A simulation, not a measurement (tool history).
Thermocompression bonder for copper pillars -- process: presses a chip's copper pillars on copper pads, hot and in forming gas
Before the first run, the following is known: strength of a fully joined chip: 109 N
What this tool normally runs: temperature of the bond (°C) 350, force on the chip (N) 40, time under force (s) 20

| run | day | temperature of the bond (°C) | force on the chip (N) | time under force (s) | force that shears a chip off (N) |
|---|---|---|---|---|---|
| 1 | 0 | 350 | 40 | 20 | 68.6 |
| 2 | 0.312 | 350 | 40 | 20 | 68.1 |
| 3 | 0.575 | 350 | 53 | 20 | 79.9 |
| 4 | 0.992 | 350 | 53 | 14 | 74.2 |
| 5 | 1.496 | 350 | 40 | 20 | 68.3 |
| 6 | 1.971 | 350 | 40 | 20 | 67.2 |
| 7 | 2.271 | 350 | 40 | 20 | 68.2 |
| 8 | 2.633 | 350 | 40 | 20 | 67.3 |
| 9 | 3.071 | 350 | 40 | 20 | 67.4 |
| 10 | 3.4 | 350 | 40 | 20 | 66.8 |
| 11 | 3.65 | 350 | 40 | 20 | 65.7 |
|  | 3.746 | force cell calibrated |
| 12 | 4.008 | 350 | 40 | 20 | 65.9 |
| 13 | 4.512 | 350 | 40 | 20 | 64.7 |
| 14 | 5.021 | 350 | 40 | 42 | 77.5 |
|  | 5.479 | force cell calibrated, once more |
| 15 | 5.558 | 350 | 48 | 20 | 70.6 |
| 16 | 5.775 | 350 | 48 | 20 | 70.4 |
| 17 | 6.208 | 350 | 40 | 20 | 63.3 |
| 18 | 6.462 | 350 | 40 | 20 | 62.6 |

Run 19 has not been measured yet. What should we expect?
| 19 | 6.767 | 350 | 51 | 46 | ? |

{"run 19": {"force that shears a chip off (N)": 83.9}}
On a tool with no hidden condition, and with the same random variation, this run would have come out at force that shears a chip off (N) 96.4.

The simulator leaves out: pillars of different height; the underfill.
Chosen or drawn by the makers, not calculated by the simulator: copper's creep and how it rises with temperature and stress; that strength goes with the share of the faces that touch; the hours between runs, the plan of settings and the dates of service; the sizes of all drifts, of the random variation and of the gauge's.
